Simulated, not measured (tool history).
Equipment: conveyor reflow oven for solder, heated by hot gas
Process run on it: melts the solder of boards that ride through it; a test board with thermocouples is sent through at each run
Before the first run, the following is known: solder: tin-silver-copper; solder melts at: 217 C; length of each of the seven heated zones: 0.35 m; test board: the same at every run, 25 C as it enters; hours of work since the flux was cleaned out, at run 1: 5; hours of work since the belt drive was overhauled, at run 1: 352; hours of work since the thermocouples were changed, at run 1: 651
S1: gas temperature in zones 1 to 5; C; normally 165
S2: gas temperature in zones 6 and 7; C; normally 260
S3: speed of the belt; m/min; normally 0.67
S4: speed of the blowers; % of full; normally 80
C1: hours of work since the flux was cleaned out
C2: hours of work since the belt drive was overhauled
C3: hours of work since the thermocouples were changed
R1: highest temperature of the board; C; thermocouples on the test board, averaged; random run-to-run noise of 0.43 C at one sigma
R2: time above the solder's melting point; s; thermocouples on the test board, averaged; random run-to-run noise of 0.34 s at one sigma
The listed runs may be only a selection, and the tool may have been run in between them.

run,day,S1,S2,S3,S4,C1,C2,C3,R1,R2
1,0,165,260,0.67,80,5,352,651,247.7,41.5
2,0.471,165,260,0.67,80,13,360,659,246.6,42
3,1.017,165,260,0.67,80,22,369,668,247.7,41.5
4,1.529,165,260,0.67,80,31,378,676,247.2,41.4
5,1.933,165,260,0.67,80,38,385,683,246.5,41
6,2.225,165,260,0.67,80,43,390,688,247.2,41.3
7,2.783,165,260,0.67,80,52,399,698,247.2,41.5
8,3.371,165,255,0.67,80,62,409,707,242.7,38.3
9,3.921,153,260,0.67,80,71,418,717,245.1,37.8
10,4.483,178,260,0.67,80,81,428,726,249,46.3
11,5.079,178,260,0.67,80,91,438,736,248.9,46.3
12,5.454,178,260,0.67,80,97,444,743,249.7,47.1
13,5.9,178,260,0.67,80,105,452,750,249,46.6
14,6.338,178,260,0.67,80,112,459,757,249.3,46.6
15,6.692,178,260,0.67,80,118,465,763,249.7,46.8
16,6.983,165,260,0.739,80,123,470,768,243.4,34.7
17,7.508,151,260,0.583,80,132,479,777,249.3,47
18,7.862,172,264,0.559,70,138,485,783,255,58.1
19,8.375,165,250,0.665,53,146,493,792,231.5,25.9
20,8.8,165,269,0.646,54,154,501,799,248.5,43.4
21,9.388,165,260,0.62,73,164,510,809,247.9,46

Forecast run 22:
# day 9.588: belt drive overhauled, speed set with a stopwatch
22,9.829,165,259,0.67,57,168,4,814,?,?

R1: 240.1 C
R2: 34.2 s
Were there no unlogged condition in the tool, this run, its random variation unchanged, would have produced R1 237.8 C, R2 31.9 s.
